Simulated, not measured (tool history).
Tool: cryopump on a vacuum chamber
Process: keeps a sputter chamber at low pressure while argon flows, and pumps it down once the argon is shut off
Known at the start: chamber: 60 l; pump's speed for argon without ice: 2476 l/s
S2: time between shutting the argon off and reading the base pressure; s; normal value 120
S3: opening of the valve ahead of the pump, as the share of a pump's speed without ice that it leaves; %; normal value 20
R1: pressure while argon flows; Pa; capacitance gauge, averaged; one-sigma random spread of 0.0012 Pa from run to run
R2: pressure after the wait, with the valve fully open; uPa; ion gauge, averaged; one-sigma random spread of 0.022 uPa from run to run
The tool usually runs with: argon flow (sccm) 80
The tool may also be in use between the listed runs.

Run 1, day 0.000: usual settings. Result: R1 0.2778 Pa, R2 2.21 uPa.
Run 2, day 3.146: usual settings but argon flow (sccm) 89. Result: R1 0.3093 Pa, R2 2.34 uPa.
Run 3, day 7.071: usual settings. Result: R1 0.2790 Pa, R2 2.34 uPa.
At day 10.862: leaking fittings of the chamber tightened, without venting.
Run 4, day 11.596: usual settings. Result: R1 0.2782 Pa, R2 0.62 uPa.
Run 5, day 16.054: usual settings. Result: R1 0.2830 Pa, R2 0.65 uPa.
Run 6, day 18.683: usual settings but S3 46 %. Result: R1 0.1281 Pa, R2 0.74 uPa.
Run 7, day 20.779: usual settings but S3 46 %. Result: R1 0.1302 Pa, R2 0.76 uPa.
At day 23.112: pump warmed up, emptied and cooled again.
Run 8, day 25.858: usual settings but S3 46 %. Result: R1 0.1209 Pa, R2 0.77 uPa.
Run 9, day 29.525: usual settings but S3 46 %. Result: R1 0.1230 Pa, R2 0.88 uPa.
Run 10, day 31.662: usual settings but S3 50 %. Result: R1 0.1139 Pa, R2 0.86 uPa.
Run 11, day 35.692: usual settings but S3 50 %. Result: R1 0.1148 Pa, R2 0.93 uPa.
Run 12, day 37.908: usual settings but argon flow (sccm) 41. Result: R1 0.1429 Pa, R2 0.91 uPa.
Run 13, day 41.638: usual settings. Result: R1 0.2806 Pa, R2 1.00 uPa.
Run 14, day 45.629: usual settings. Result: R1 0.2796 Pa, R2 1.11 uPa.
Run 15, day 50.525: usual settings but argon flow (sccm) 109. Result: R1 0.3852 Pa, R2 1.19 uPa.

Run 16, settings as shown, results not yet in. Your forecast:
Run 16, day 53.004: usual settings but argon flow (sccm) 109. Result: R1 ?, R2 ?.

R1: 0.3855 Pa
R2: 1.21 uPa
With the hidden condition absent and the run-to-run variation left alone, this run would have shown R1 0.3717 Pa, R2 0.56 uPa.
